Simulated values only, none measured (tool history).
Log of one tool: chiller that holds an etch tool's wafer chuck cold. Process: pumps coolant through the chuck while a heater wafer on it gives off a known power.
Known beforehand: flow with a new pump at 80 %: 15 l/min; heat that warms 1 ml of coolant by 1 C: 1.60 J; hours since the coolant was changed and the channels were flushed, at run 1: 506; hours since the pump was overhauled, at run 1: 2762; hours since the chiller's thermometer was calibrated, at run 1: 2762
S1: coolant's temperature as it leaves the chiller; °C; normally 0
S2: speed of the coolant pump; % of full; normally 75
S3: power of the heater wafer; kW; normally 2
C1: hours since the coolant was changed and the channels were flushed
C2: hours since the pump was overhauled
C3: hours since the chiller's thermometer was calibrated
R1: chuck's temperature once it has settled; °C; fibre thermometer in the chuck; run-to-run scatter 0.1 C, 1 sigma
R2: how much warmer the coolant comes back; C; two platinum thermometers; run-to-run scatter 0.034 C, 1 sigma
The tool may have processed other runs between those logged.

{"run": 1, "day": 0.0, "S1": 0, "S2": 75, "S3": 2, "C1": 506, "C2": 2762, "C3": 2762, "R1": 13.5, "R2": 5.4}
{"run": 2, "day": 8.154, "S1": 0, "S2": 75, "S3": 2, "C1": 702, "C2": 2958, "C3": 2958, "R1": 13.6, "R2": 5.4}
{"run": 3, "day": 13.792, "S1": 0, "S2": 75, "S3": 2, "C1": 837, "C2": 3093, "C3": 3093, "R1": 13.6, "R2": 5.35}
{"run": 4, "day": 19.633, "S1": 0, "S2": 75, "S3": 2, "C1": 978, "C2": 3234, "C3": 3234, "R1": 13.4, "R2": 5.34}
{"run": 5, "day": 24.654, "S1": 0, "S2": 75, "S3": 2, "C1": 1098, "C2": 3354, "C3": 3354, "R1": 13.3, "R2": 5.38}
{"run": 6, "day": 29.896, "S1": 0, "S2": 75, "S3": 1.144, "C1": 1224, "C2": 3480, "C3": 3480, "R1": 7.8, "R2": 3.09}
{"run": 7, "day": 36.279, "S1": 0, "S2": 75, "S3": 2.99, "C1": 1377, "C2": 3633, "C3": 3633, "R1": 20.2, "R2": 8.06}
{"run": 8, "day": 44.1, "S1": -8, "S2": 75, "S3": 2.99, "C1": 1565, "C2": 3821, "C3": 3821, "R1": 12.2, "R2": 7.98}
{"run": 9, "day": 53.296, "S1": -8, "S2": 75, "S3": 2.99, "C1": 1785, "C2": 4042, "C3": 4042, "R1": 12.2, "R2": 8.02}
{"run": 10, "day": 58.975, "S1": -8, "S2": 75, "S3": 2.99, "C1": 1922, "C2": 4178, "C3": 4178, "R1": 12.1, "R2": 8}
{"run": 11, "day": 65.879, "S1": 0, "S2": 75, "S3": 1.357, "C1": 2088, "C2": 4344, "C3": 4344, "R1": 9, "R2": 3.63}
{"run": 12, "day": 72.067, "S1": 0, "S2": 75, "S3": 2.894, "C1": 2236, "C2": 4492, "C3": 4492, "R1": 19.4, "R2": 7.73}
{"run": 13, "day": 80.138, "S1": 0, "S2": 75, "S3": 2.894, "C1": 2430, "C2": 4686, "C3": 4686, "R1": 19.4, "R2": 7.79}
{"run": 14, "day": 83.904, "S1": 0, "S2": 75, "S3": 2, "C1": 2520, "C2": 4776, "C3": 4776, "R1": 13.5, "R2": 5.33}
{"day": 90.008, "done": "chiller's thermometer calibrated"}
{"run": 15, "day": 92.0, "S1": 0, "S2": 75, "S3": 2, "C1": 2713, "C2": 4969, "C3": 48, "R1": 13.4, "R2": 5.36}
{"run": 16, "day": 99.379, "S1": 0, "S2": 75, "S3": 2, "C1": 2890, "C2": 5147, "C3": 225, "R1": 13.6, "R2": 5.35}
{"run": 17, "day": 105.904, "S1": 0, "S2": 75, "S3": 2, "C1": 3047, "C2": 5303, "C3": 381, "R1": 13.4, "R2": 5.31}
{"run": 18, "day": 112.588, "S1": 9, "S2": 75, "S3": 2.27, "C1": 3208, "C2": 5464, "C3": 542, "R1": 24.2, "R2": 6.04}
{"run": 19, "day": 121.683, "S1": 0, "S2": 67, "S3": 2, "C1": 3426, "C2": 5682, "C3": 760, "R1": 14.5, "R2": 6.09}
{"run": 20, "day": 130.171, "S1": 0, "S2": 67, "S3": 2, "C1": 3630, "C2": 5886, "C3": 964, "R1": 14.5, "R2": 6.04}
{"run": 21, "day": 136.35, "S1": 0, "S2": 61, "S3": 2, "C1": 3778, "C2": 6034, "C3": 1112, "R1": 15.2, "R2": 6.68}
{"run": 22, "day": 143.675, "S1": -7, "S2": 66, "S3": 1.54, "C1": 3954, "C2": 6210, "C3": 1288, "R1": 4.2, "R2": 4.69}
{"run": 23, "day": 147.646, "S1": -7, "S2": 66, "S3": 1.54, "C1": 4049, "C2": 6305, "C3": 1383, "R1": 4.2, "R2": 4.76}
{"run": 24, "day": 156.612, "S1": 0, "S2": 68, "S3": 1.342, "C1": 4264, "C2": 6520, "C3": 1599, "R1": 9.7, "R2": 4.03}
{"run": 25, "day": 163.679, "S1": -6, "S2": 68, "S3": 1.342, "C1": 4434, "C2": 6690, "C3": 1768, "R1": 3.7, "R2": 3.98}
{"run": 26, "day": 169.4, "S1": -6, "S2": 68, "S3": 1.342, "C1": 4571, "C2": 6827, "C3": 1905, "R1": 3.8, "R2": 4.07}
{"run": 27, "day": 174.579, "S1": -4, "S2": 61, "S3": 1.35, "C1": 4695, "C2": 6951, "C3": 2030, "R1": 6.5, "R2": 4.54}
{"run": 28, "day": 181.467, "S1": -4, "S2": 61, "S3": 1.35, "C1": 4861, "C2": 7117, "C3": 2195, "R1": 6.3, "R2": 4.57}
{"run": 29, "day": 185.896, "S1": -6, "S2": 72, "S3": 1.037, "C1": 4967, "C2": 7223, "C3": 2301, "R1": 1.1, "R2": 2.9}

For run 30, what comes out?
{"run": 30, "day": 190.929, "S1": 0, "S2": 75, "S3": 1.068, "C1": 5088, "C2": 7344, "C3": 2422, "R1": "?", "R2": "?"}

Run 30 produced R1 7.2 °C, R2 2.88 C.
With the hidden condition absent and the run-to-run variation left alone, this run would have shown R1 7.2 °C, R2 2.87 C.
